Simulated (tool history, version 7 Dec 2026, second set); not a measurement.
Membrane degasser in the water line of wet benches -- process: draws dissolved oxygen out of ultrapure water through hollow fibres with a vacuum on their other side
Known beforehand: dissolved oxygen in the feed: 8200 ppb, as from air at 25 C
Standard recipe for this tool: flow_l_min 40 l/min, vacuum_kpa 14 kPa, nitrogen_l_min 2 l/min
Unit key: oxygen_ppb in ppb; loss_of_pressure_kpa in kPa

run	hour	flow_l_min	vacuum_kpa	nitrogen_l_min	oxygen_ppb	loss_of_pressure_kpa
1	0	40	14	2	482.7	31.22
2	129.3	40	10.8	2	353.7	31.04
3	430.4	40	10.8	2	355.7	31.22
4	623.6	40	10.8	2	355.2	31.12
5	775.7	40	16.6	2	588.4	31.03
6	913.6	40	16.6	2	590.1	31.29
7	1082.5	40	14	2	485.7	31.54
8	1385.1	40	18.9	2	678.1	31.62
9	1596.9	40	12.8	2	439.6	31.25
10	1869.2	40	14	2	489.4	31.72
# hour 1940: membrane cartridge changed
11	2031.7	40	14	2	477.3	27.99
12	2252.1	40	14	2	477.5	27.82
13	2482.8	40	14	2	478.6	27.85
14	2610.4	40	14	2	478.3	27.88
# hour 2706.3: seals of the vacuum lines changed
15	2828.2	40	14	2	475.3	28.19
16	3082.1	40	14	2	476.7	28.03
17	3229	32	14	1.56	481.4	22.27
18	3489.9	32	14	1.56	479.8	22.57
19	3772.1	32	14	1.56	482	22.89
20	3922.7	32	14	1.56	482.6	22.85
21	4070.2	46	26.4	1.18	1562.5	32.82
22	4293.8	40	14	5.15	214.5	28.24
# hour 4335: vacuum gauge calibrated
23	4459.8	40	14	5.15	212.5	28.6
24	4685	40	31.9	3.21	780.4	28.65
25	4858	47	13.9	2	545.2	33.9
26	4981.1	33	13.9	3.68	233.7	23.63
27	5251.1	58	13.9	2.02	652.8	42.1
28	5421.8	25	11.8	3.02	173.2	18.22
29	5627.2	58	9.9	1.24	617.5	41.99
30	5830.3	32	9.9	1.26	367.8	23.43
31	6057.6	51	13.7	2.03	572.2	37.03

Consider 5 possible next runs. They are alternatives, not a sequence: every one starts from the tool as it was left by run 31. What does each give?
A	6351.5	29	16.9	2.03	?	?
B	6351.5	51	21.2	1.89	?	?
C	6351.5	36	24.2	2.03	?	?
D	6351.5	30	14	2	?	?
E	6351.5	51	10.5	2.43	?	?

run	oxygen_ppb	loss_of_pressure_kpa
A	441.4	21.21
B	972.9	37.33
C	791.4	26.2
D	370.4	21.68
E	362.8	37.16
The same runs, with their run-to-run variation unchanged, on a tool lacking any hidden condition would have given:
run	oxygen_ppb	loss_of_pressure_kpa
A	432.9	20.32
B	959.8	35.75
C	780.3	25.1
D	362.4	20.76
E	350.8	35.59

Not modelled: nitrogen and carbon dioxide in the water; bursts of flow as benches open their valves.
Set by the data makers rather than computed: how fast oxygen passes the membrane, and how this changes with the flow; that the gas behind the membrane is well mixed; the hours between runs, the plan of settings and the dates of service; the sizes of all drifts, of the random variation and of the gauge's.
